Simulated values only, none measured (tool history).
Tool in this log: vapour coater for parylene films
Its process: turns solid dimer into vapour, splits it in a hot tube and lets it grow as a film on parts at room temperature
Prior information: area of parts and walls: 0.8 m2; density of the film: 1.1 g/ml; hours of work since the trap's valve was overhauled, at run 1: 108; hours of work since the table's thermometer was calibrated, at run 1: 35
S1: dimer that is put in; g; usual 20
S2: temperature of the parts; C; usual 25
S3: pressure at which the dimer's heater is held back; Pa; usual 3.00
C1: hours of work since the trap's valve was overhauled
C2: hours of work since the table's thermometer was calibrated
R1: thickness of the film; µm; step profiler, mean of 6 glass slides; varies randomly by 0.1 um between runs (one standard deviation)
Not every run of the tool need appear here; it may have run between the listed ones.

run   hour  S1  S2     S3   C1   C2     R1
  1    0.0  20  25   3.00  108   35  15.36
  2   65.0  20  25   3.00  149   76  15.22
  3  125.9  10  25   3.00  187  114   7.55
  4  175.8  20  25   3.00  219  146  14.81
  5  220.0  20  25   3.00  247  174  14.80
  6  275.1  20  25   3.00  281  209  14.58
  7  326.2  20  25   3.00  314  241  14.41
  8  391.3  30  20  10.58  355  282  25.15
  9  443.9  20  30   2.14  388  315  11.34
 10  512.7  20  25   6.05  431  358  13.34
 11  572.1  20  25   6.05  469  396  13.26
 12  635.3  28  33   6.98  509  436  12.66
     645.7  -- trap's valve overhauled
 13  691.4   9  25   9.97   29  469   6.65
 14  729.2  20  25   5.63   53  492  15.21

Results for each run, recomputed without the tool's hidden state and with each run's random variation untouched:
The hidden state here: vapour lost through the trap's worn valve, %; true temperature of the parts over the reading, C; drift of the gauge itself on film_um, %.
run     R1
  1  15.81
  2  15.85
  3   7.95
  4  15.74
  5  15.87
  6  15.80
  7  15.79
  8  27.89
  9  12.69
 10  15.14
 11  15.25
 12  14.74
 13   6.67
 14  15.35

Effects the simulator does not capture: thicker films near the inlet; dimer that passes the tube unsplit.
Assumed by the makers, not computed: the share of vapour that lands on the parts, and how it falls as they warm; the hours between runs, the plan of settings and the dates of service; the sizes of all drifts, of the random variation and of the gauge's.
